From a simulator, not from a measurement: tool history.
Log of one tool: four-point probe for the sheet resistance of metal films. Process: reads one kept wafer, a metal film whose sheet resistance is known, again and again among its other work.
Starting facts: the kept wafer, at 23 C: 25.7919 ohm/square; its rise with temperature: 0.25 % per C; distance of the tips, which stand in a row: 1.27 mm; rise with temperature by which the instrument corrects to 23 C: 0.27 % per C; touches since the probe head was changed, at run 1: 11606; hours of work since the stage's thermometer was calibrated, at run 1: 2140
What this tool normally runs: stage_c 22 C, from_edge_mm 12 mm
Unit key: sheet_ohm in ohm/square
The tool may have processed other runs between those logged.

run	hour	stage_c	from_edge_mm	touches since the probe head was changed	hours of work since the stage's thermometer was calibrated	sheet_ohm
1	0.0	22	12	11606	2140	26.044653
2	16.0	22	4	11990	2148	27.216620
3	28.6	22	12	12293	2154	26.049173
4	45.1	22	26	12688	2162	25.929072
5	54.8	22	26	12920	2167	25.925210
6	66.1	22	26	13191	2172	25.924529
7	77.1	22	26	13454	2177	25.919566
8	86.9	22	12	13690	2182	26.041711
9	98.2	22	12	13960	2188	26.036123
10	106.9	22	12	14170	2192	26.043902
11	114.6	26	12	14353	2196	26.030846
12	125.1	22	12	14605	2201	26.032936
13	137.5	22	12	14903	2207	26.030471
14	149.8	26	7	15198	2213	26.328303
15	161.7	35	7	15483	2219	26.305824
16	169.4	18	66	15669	2223	25.898656
17	185.6	24	17	16056	2230	25.951412
18	193.2	22	6	16239	2234	26.485404
19	206.7	35	27	16561	2241	25.877367
20	221.1	33	6	16907	2248	26.456660
21	231.2	33	6	17151	2253	26.451464
22	240.3	33	8	17368	2257	26.193179
23	253.8	33	50	17691	2264	25.851282
24	261.9	33	50	17886	2268	25.840488
25	269.5	20	28	18068	2271	25.923778

Branching from run 25: 5 alternative next runs. What would each branch give?
A	281.1	20	12	18348	2277	?
B	281.1	24	12	18348	2277	?
C	281.1	23	28	18348	2277	?
D	281.1	20	53	18348	2277	?
E	281.1	32	6	18348	2277	?

run	sheet_ohm
A	26.043279
B	26.026447
C	25.911031
D	25.893607
E	26.471027
With the hidden condition removed and each run's random variation left untouched, the same runs would have given:
run	sheet_ohm
A	25.959287
B	25.942146
C	25.827148
D	25.810046
E	26.384738

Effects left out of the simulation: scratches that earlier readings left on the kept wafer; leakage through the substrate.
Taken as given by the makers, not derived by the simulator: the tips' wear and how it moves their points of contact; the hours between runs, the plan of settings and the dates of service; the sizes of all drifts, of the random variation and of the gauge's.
